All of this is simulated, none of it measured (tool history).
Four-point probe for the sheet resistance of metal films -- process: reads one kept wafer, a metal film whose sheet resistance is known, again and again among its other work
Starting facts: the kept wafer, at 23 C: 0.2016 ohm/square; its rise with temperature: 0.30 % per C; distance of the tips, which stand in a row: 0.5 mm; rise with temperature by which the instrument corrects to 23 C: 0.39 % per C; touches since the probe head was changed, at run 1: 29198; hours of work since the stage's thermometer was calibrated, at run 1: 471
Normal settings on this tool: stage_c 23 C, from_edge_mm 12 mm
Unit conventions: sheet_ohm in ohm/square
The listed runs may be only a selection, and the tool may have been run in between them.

run,hour,stage_c,from_edge_mm,touches since the probe head was changed,hours of work since the stage's thermometer was calibrated,sheet_ohm
1,0.0,23,12,29198,471,0.201232
2,11.9,23,12,29761,479,0.201252
3,26.0,23,8,30435,488,0.201419
4,40.4,23,8,31116,498,0.201478
5,47.1,23,8,31432,502,0.201544
6,55.8,23,14,31847,508,0.201204
7,65.2,23,12,32295,515,0.201195
8,73.6,23,12,32694,520,0.201218
9,87.7,23,12,33361,530,0.201168
10,97.7,23,12,33837,536,0.201173
11,107.4,23,12,34299,543,0.201216
12,116.6,23,12,34735,549,0.201194
13,126.5,23,12,35204,556,0.201027
14,134.4,23,12,35582,561,0.201141
15,144.7,23,6,36067,568,0.201795
16,151.2,23,12,36379,572,0.201215
17,166.1,23,49,37087,582,0.200979
18,175.1,23,49,37515,588,0.200944
19,182.2,23,49,37849,593,0.200935
20,196.8,23,43,38546,603,0.200968
21,205.8,23,43,38973,609,0.200932
22,221.3,23,69,39709,619,0.200977
23,234.4,27,7,40331,628,0.200801
24,243.5,23,7,40764,634,0.201524
25,253.0,30,7,41214,641,0.200264
26,260.8,29,4,41585,646,0.201526
27,270.6,27,6,42051,653,0.201040
28,282.7,27,6,42621,661,0.200929
29,297.9,18,4,43345,671,0.203477
30,306.1,26,11,43735,676,0.200619
31,315.7,18,8,44190,683,0.202232
32,327.1,34,4,44732,690,0.200658
33,334.2,28,6,45067,695,0.200761
34,348.0,29,73,45726,704,0.199837
35,356.9,26,4,46146,710,0.201936
36,370.5,35,26,46794,720,0.198927
37,383.8,35,26,47422,728,0.198839
38,399.2,35,26,48158,739,0.198893
39,407.9,23,9,48570,745,0.201224
40,416.9,25,5,48996,751,0.201564
41,429.2,23,4,49578,759,0.202610
42,441.3,31,61,50155,767,0.199395
43,448.0,23,48,50471,772,0.200818
44,459.7,30,5,51026,779,0.200726

Consider 5 possible next runs. They are alternatives, not a sequence: every one starts from the tool as it was left by run 44. What does each give?
A,468.4,26,71,51441,785,?
B,468.4,26,5,51441,785,?
C,468.4,31,22,51441,785,?
D,468.4,25,47,51441,785,?
E,468.4,20,52,51441,785,?

run,sheet_ohm
A,0.200329
B,0.201360
C,0.199505
D,0.200430
E,0.201414
What these runs would have given with no unlogged condition in the tool:
run,sheet_ohm
A,0.201079
B,0.202114
C,0.200253
D,0.201181
E,0.202167

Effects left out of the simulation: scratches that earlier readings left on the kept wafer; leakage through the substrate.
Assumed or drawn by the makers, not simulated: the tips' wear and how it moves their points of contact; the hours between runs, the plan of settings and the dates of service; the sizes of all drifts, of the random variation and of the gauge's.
